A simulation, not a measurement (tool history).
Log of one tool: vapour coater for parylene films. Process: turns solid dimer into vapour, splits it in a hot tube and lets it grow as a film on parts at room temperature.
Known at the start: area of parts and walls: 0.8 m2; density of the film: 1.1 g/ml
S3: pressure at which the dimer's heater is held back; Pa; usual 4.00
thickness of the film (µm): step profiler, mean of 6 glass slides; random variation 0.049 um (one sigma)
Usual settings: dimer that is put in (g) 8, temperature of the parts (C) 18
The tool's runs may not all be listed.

Run 1, day 0.000: usual settings. Result: thickness of the film (µm) 4.86.
At day 0.238: trap's valve overhauled.
Run 2, day 0.692: usual settings. Result: thickness of the film (µm) 5.54.
Run 3, day 1.346: usual settings. Result: thickness of the film (µm) 5.62.
Run 4, day 1.879: usual settings. Result: thickness of the film (µm) 5.53.
Run 5, day 2.221: usual settings. Result: thickness of the film (µm) 5.53.
Run 6, day 2.667: usual settings. Result: thickness of the film (µm) 5.47.
Run 7, day 2.954: usual settings. Result: thickness of the film (µm) 5.38.
Run 8, day 3.633: usual settings. Result: thickness of the film (µm) 5.42.
Run 9, day 4.225: usual settings. Result: thickness of the film (µm) 5.34.
Run 10, day 4.642: usual settings. Result: thickness of the film (µm) 5.33.
Run 11, day 5.246: usual settings. Result: thickness of the film (µm) 5.30.
Run 12, day 5.817: usual settings. Result: thickness of the film (µm) 5.28.
Run 13, day 6.512: usual settings. Result: thickness of the film (µm) 5.25.
Run 14, day 7.033: usual settings. Result: thickness of the film (µm) 5.21.
Run 15, day 7.654: usual settings. Result: thickness of the film (µm) 5.16.
At day 7.733: table's thermometer calibrated.
Run 16, day 8.321: usual settings. Result: thickness of the film (µm) 5.07.
Run 17, day 8.875: usual settings but dimer that is put in (g) 10, temperature of the parts (C) 11, S3 3.55 Pa. Result: thickness of the film (µm) 7.75.
Run 18, day 9.350: usual settings but dimer that is put in (g) 5, S3 8.67 Pa. Result: thickness of the film (µm) 2.95.
Run 19, day 10.021: usual settings but dimer that is put in (g) 5, S3 8.67 Pa. Result: thickness of the film (µm) 3.02.

The next listed run, before its measurement:
Run 20, day 10.350: usual settings but dimer that is put in (g) 4, S3 8.67 Pa. Result: thickness of the film (µm) ?.

{"run 20": {"thickness of the film (µm)": 2.4}}
Without the tool's hidden state the same run would have given thickness of the film (µm) 2.73.
